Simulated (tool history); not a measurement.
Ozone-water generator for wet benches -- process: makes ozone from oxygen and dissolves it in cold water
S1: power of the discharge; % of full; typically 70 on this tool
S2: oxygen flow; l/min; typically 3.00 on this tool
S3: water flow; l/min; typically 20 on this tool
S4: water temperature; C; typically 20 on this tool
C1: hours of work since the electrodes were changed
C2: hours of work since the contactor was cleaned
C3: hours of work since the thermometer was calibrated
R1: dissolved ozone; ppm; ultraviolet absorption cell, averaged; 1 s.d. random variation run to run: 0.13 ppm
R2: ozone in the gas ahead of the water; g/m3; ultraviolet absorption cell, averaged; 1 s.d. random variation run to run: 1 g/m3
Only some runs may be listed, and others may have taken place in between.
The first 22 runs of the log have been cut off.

| run | hour | S1 | S2 | S3 | S4 | C1 | C2 | C3 | R1 | R2 |
|---|---|---|---|---|---|---|---|---|---|---|
| 23 | 938.4 | 70 | 3.00 | 26 | 15 | 1832 | 1945 | 2804 | 10.7 | 168.1 |
| 24 | 978.6 | 54 | 5.08 | 18 | 20 | 1857 | 1971 | 2830 | 11.7 | 102.4 |
| 25 | 1015.5 | 70 | 4.27 | 31 | 20 | 1881 | 1995 | 2854 | 8.8 | 132.4 |
| 26 | 1069.0 | 70 | 4.27 | 31 | 20 | 1915 | 2029 | 2888 | 8.7 | 132.1 |
| 27 | 1103.9 | 96 | 2.85 | 20 | 21 | 1937 | 2051 | 2910 | 15.5 | 206.4 |
| 28 | 1138.3 | 96 | 4.88 | 20 | 14 | 1959 | 2073 | 2932 | 16.4 | 143.1 |
| 29 | 1181.3 | 96 | 4.88 | 20 | 14 | 1987 | 2100 | 2959 | 16.2 | 142.7 |
| 30 | 1235.7 | 70 | 2.22 | 26 | 20 | 2021 | 2135 | 2994 | 9.9 | 204.9 |
| 31 | 1284.6 | 51 | 3.07 | 28 | 14 | 2052 | 2166 | 3025 | 8.3 | 137.1 |
| 32 | 1333.0 | 66 | 3.54 | 20 | 20 | 2083 | 2197 | 3056 | 12.2 | 144.2 |

Predict each of these 4 candidate next runs independently; none follows another, all start after run 32:
| A | 1391.8 | 59 | 3.00 | 17 | 20 | 2121 | 2235 | 3094 | ? | ? |
| B | 1391.8 | 66 | 2.78 | 20 | 20 | 2121 | 2235 | 3094 | ? | ? |
| C | 1391.8 | 100 | 3.00 | 20 | 20 | 2121 | 2235 | 3094 | ? | ? |
| D | 1391.8 | 66 | 2.89 | 20 | 20 | 2121 | 2235 | 3094 | ? | ? |

| run | R1 | R2 |
|---|---|---|
| A | 13.4 | 150.2 |
| B | 12.6 | 169.8 |
| C | 15.6 | 202.7 |
| D | 12.3 | 164.0 |
Without the tool's unlogged condition, the same runs would have read:
| run | R1 | R2 |
|---|---|---|
| A | 15.1 | 164.1 |
| B | 14.4 | 186.5 |
| C | 18.2 | 227.8 |
| D | 14.1 | 180.1 |
